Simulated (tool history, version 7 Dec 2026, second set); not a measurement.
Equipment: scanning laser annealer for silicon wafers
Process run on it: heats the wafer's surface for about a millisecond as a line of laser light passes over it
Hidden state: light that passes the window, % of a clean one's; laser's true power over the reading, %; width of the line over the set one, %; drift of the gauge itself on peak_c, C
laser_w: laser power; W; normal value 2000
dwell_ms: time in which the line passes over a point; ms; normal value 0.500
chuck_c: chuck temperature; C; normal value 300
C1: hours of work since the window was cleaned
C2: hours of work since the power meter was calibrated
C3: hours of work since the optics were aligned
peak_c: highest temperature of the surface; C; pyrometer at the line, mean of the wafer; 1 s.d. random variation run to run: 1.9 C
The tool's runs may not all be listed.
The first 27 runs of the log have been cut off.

{"run": 28, "hour": 769.7, "laser_w": 2186, "dwell_ms": 0.464, "chuck_c": 291, "C1": 138, "C2": 584, "C3": 260, "peak_c": 1134}
{"run": 29, "hour": 799.1, "laser_w": 2075, "dwell_ms": 0.569, "chuck_c": 311, "C1": 152, "C2": 598, "C3": 274, "peak_c": 1196}
{"run": 30, "hour": 826.9, "laser_w": 2111, "dwell_ms": 0.381, "chuck_c": 313, "C1": 165, "C2": 612, "C3": 287, "peak_c": 1059}
{"run": 31, "hour": 865.7, "laser_w": 2101, "dwell_ms": 0.363, "chuck_c": 321, "C1": 184, "C2": 630, "C3": 306, "peak_c": 1047}
{"run": 32, "hour": 886.4, "laser_w": 2101, "dwell_ms": 0.363, "chuck_c": 321, "C1": 193, "C2": 640, "C3": 316, "peak_c": 1052}
{"run": 33, "hour": 904.4, "laser_w": 1929, "dwell_ms": 0.5, "chuck_c": 300, "C1": 202, "C2": 648, "C3": 324, "peak_c": 1076}
{"run": 34, "hour": 931.8, "laser_w": 1929, "dwell_ms": 0.5, "chuck_c": 300, "C1": 215, "C2": 662, "C3": 337, "peak_c": 1078}
{"run": 35, "hour": 961.9, "laser_w": 1976, "dwell_ms": 0.488, "chuck_c": 312, "C1": 229, "C2": 676, "C3": 352, "peak_c": 1097}
{"run": 36, "hour": 1000.3, "laser_w": 2061, "dwell_ms": 0.5, "chuck_c": 325, "C1": 248, "C2": 694, "C3": 370, "peak_c": 1153}
{"run": 37, "hour": 1029.0, "laser_w": 2024, "dwell_ms": 0.5, "chuck_c": 287, "C1": 261, "C2": 708, "C3": 384, "peak_c": 1101}
{"run": 38, "hour": 1051.8, "laser_w": 1710, "dwell_ms": 0.38, "chuck_c": 300, "C1": 272, "C2": 719, "C3": 395, "peak_c": 910}
{"run": 39, "hour": 1068.1, "laser_w": 1710, "dwell_ms": 0.38, "chuck_c": 300, "C1": 280, "C2": 727, "C3": 402, "peak_c": 914}
{"run": 40, "hour": 1101.1, "laser_w": 1710, "dwell_ms": 0.38, "chuck_c": 300, "C1": 296, "C2": 742, "C3": 418, "peak_c": 914}

Each row is a separate what-if for the run after 40, all from the same tool condition, not one after another. Results?
{"run": "A", "hour": 1127.2, "laser_w": 2000, "dwell_ms": 0.391, "chuck_c": 300, "C1": 308, "C2": 755, "C3": 431, "peak_c": "?"}
{"run": "B", "hour": 1127.2, "laser_w": 1967, "dwell_ms": 0.5, "chuck_c": 300, "C1": 308, "C2": 755, "C3": 431, "peak_c": "?"}
{"run": "C", "hour": 1127.2, "laser_w": 1979, "dwell_ms": 0.38, "chuck_c": 300, "C1": 308, "C2": 755, "C3": 431, "peak_c": "?"}
{"run": "D", "hour": 1127.2, "laser_w": 2000, "dwell_ms": 0.5, "chuck_c": 300, "C1": 308, "C2": 755, "C3": 431, "peak_c": "?"}
{"run": "E", "hour": 1127.2, "laser_w": 1783, "dwell_ms": 0.375, "chuck_c": 279, "C1": 308, "C2": 755, "C3": 431, "peak_c": "?"}

run=A peak_c=1019
run=B peak_c=1096
run=C peak_c=1002
run=D peak_c=1102
run=E peak_c=909
The same runs, with their run-to-run variation unchanged, on a tool lacking any hidden condition would have given:
run=A peak_c=1019
run=B peak_c=1096
run=C peak_c=1002
run=D peak_c=1102
run=E peak_c=909

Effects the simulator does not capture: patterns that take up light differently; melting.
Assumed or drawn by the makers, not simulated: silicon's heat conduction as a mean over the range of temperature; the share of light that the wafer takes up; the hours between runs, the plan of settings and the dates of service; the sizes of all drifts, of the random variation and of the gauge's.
